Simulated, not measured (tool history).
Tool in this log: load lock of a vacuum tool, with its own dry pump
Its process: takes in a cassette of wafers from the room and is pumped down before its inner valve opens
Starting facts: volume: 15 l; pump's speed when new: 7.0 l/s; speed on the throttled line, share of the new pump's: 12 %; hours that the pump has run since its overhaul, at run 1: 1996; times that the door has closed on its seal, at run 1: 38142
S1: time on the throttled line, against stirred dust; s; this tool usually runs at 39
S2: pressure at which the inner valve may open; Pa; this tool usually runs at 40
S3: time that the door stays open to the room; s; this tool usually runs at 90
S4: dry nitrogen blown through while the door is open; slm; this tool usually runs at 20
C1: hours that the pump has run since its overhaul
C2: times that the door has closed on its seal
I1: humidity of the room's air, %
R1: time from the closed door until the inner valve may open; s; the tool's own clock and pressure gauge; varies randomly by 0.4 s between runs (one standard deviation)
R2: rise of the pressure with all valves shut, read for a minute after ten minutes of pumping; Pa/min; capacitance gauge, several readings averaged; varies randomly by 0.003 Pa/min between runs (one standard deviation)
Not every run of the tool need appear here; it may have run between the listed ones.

run     hour  S1  S2   S3  S4     C1     C2    I1    R1     R2
  1      0.0  39  40   90  20   1996  38142  43.6  51.1  0.040
  2    283.5  74  40   90  20   2279  39427  45.3  81.7  0.039
  3    622.2  74  40   90  20   2618  40963  49.1  82.1  0.049
  4    901.8  39  40   90  20   2898  42230  45.5  51.2  0.040
  5   1074.5  39  40   90  36   3070  43013  48.1  51.5  0.038
  6   1359.9  39  40   90  36   3356  44307  40.8  51.0  0.031
  7   1654.1  39  40   90  36   3650  45641  46.4  51.2  0.034
  8   1994.9  39  40   58  20   3991  47185  38.0  51.1  0.030
  9   2294.0  39  73   90  20   4290  48542  46.1  49.4  0.043
 10   2585.4  39  40   90  17   4581  49863  44.4  51.4  0.049
 11   2825.2  39  40   90  17   4821  50950  46.7  51.5  0.047
 12   3031.7  39  40  115  17   5027  51886  44.8  50.6  0.046
 13   3260.0  39  40  115  17   5256  52921  46.5  51.0  0.052
 14   3608.7  39  40  115  17   5604  54502  44.8  51.3  0.054
 15   3911.9  68  40   90  20   5908  55876  48.7  76.5  0.047
 16   4136.8  68  40   90  20   6133  56896  43.9  76.0  0.045
 17   4486.3  39  40   90  17   6482  58480  46.1  51.9  0.046
      4735.4  -- door's seal changed, seat wiped
 18   4826.3  39  40   90  17   6820    411  47.1  51.5  0.047
 19   5139.8  39  40   90   4   7134   1833  47.1  51.2  0.084
 20   5448.4  39  50   90  20   7443   3232  45.2  49.8  0.042
 21   5671.3  39  50   61  20   7666   4243  45.0  50.6  0.036
 22   5881.3  39  50   61  20   7876   5195  45.1  50.7  0.034
 23   6248.8  53  52   62  37   8243   6861  46.8  62.8  0.027
 24   6476.1  40  40   90  43   8470   7891  43.1  52.2  0.024
 25   6799.1  50  40   90  12   8793   9355  42.8  61.1  0.053
 26   7168.6  50  40   90  12   9163  11030  46.2  61.1  0.051
 27   7435.6  39  40   35  14   9430  12241  42.9  51.3  0.034
 28   7765.2  74  40   38  20   9759  13735  44.2  83.4  0.031
 29   7942.4  23  40   38  28   9937  14538  43.6  37.3  0.025
 30   8285.0  23  40   38  28  10279  16092  46.6  37.0  0.026
 31   8578.5  23  40   38  28  10573  17422  45.0  36.9  0.026
 32   8904.0  29  66   37  11  10898  18897  46.0  41.1  0.050
 33   9059.4  29  66   37  11  11054  19602  43.1  41.2  0.040
 34   9428.2  29  66   37  11  11422  21274  45.6  41.2  0.038
 35   9744.3  50  40   35   9  11739  22707  46.3  61.0  0.045
      9886.6  -- dry pump taken out, an overhauled one fitted
 36  10048.6  39  61  120   5    162  24059  43.6  50.4  0.080
 37  10273.5  39  61  120   5    387  25079  44.7  50.3  0.083

Each row is a separate what-if for the run after 37, all from the same tool condition, not one after another. Results?
  A  10633.1  36  61   90   5  747  26709  47.7   ?   ?
  B  10633.1  37  68  160   5  747  26709  43.2   ?   ?
  C  10633.1  39  48  120   5  747  26709  43.9   ?   ?
  D  10633.1  38  77  120   5  747  26709  42.5   ?   ?

run    R1     R2
  A  47.3  0.078
  B  47.8  0.087
  C  50.8  0.090
  D  48.9  0.079
Stripped of hidden state, with their random variation kept, the same runs would have yielded:
run    R1     R2
  A  47.3  0.078
  B  47.8  0.087
  C  50.8  0.090
  D  48.9  0.079

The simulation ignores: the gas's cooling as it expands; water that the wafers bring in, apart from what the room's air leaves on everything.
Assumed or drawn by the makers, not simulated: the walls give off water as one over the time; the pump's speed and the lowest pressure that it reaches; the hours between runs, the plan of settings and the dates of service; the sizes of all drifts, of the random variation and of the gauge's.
